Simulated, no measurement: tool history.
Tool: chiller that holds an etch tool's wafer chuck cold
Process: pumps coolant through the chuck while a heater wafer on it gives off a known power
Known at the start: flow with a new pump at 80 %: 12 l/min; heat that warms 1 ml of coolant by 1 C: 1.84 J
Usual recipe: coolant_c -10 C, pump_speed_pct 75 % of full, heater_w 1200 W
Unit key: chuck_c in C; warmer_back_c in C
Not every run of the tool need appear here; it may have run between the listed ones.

run    hour  coolant_c  pump_speed_pct  heater_w  chuck_c  warmer_back_c
  1     0.0        -10              75      1200      0.4           3.63
  2    55.2        -10              75      1200      0.6           3.65
  3   135.7        -16              75      1200     -5.4           3.73
  4   208.4        -16              75      1200     -5.3           3.72
  5   253.0        -16              75      1200     -5.2           3.64
  6   328.2        -10              75      1200      0.7           3.70
  7   375.6        -10              75      1200      0.8           3.68
  8   419.2        -10              75      1200      0.7           3.66
  9   487.9        -10              75      1200      0.8           3.72
 10   522.8        -10              75      1200      0.8           3.67
 11   576.7        -10              75      1200      0.7           3.72
 12   616.1         -5              75      1200      5.9           3.73
 13   667.1         -5              75      1200      5.8           3.74
 14   746.8        -10              75      1200      0.8           3.68
 15   824.0        -10              75      1021     -0.7           3.16
 16   889.0        -10              75      1021     -0.6           3.22
 17   955.2        -10              88       643     -4.5           1.72
 18  1017.9        -10              62      1200      2.9           4.49
 19  1091.6        -10              62      1200      2.9           4.46
 20  1162.5        -16              75      1155     -5.4           3.58

Estimate the outcome of run 21 from the log above:
 21  1233.1         -3              75      1034        ?              ?

chuck_c: 6.7 C
warmer_back_c: 3.28 C
If the tool had no hidden condition, the same run with the same run-to-run variation would have returned chuck_c 5.4 C, warmer_back_c 3.03 C.
